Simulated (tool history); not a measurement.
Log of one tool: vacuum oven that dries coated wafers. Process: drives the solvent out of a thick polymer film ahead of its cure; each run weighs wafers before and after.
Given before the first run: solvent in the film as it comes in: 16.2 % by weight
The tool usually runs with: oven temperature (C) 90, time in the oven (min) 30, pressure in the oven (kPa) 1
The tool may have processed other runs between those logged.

run	hour	oven temperature (C)	time in the oven (min)	pressure in the oven (kPa)	solvent left in the film (%)
1	0	90	30	1	1.42
2	10.6	90	30	1	1.34
3	20.5	90	18	1	2.74
4	27.4	90	18	1	2.66
5	33.7	79	30	1	4.09
6	39.6	79	30	1	4.28
7	47.3	78	22	1	5.88
8	53.9	85	30	1	2.48
9	63.1	85	30	1	2.35
10	75.3	90	41	1.32	1.31
11	84.8	90	41	1.32	1.42
12	94	102	40	1.32	0.89

Branching from run 12: 3 alternative next runs. What would each branch give?
A	107.7	91	40	1.32	?
B	107.7	90	17	1	?
C	107.7	90	40	1	?

run	solvent left in the film (%)
A	1.32
B	2.84
C	1.16
What these runs would have given with no unlogged condition in the tool:
run	solvent left in the film (%)
A	1.23
B	2.89
C	1.07
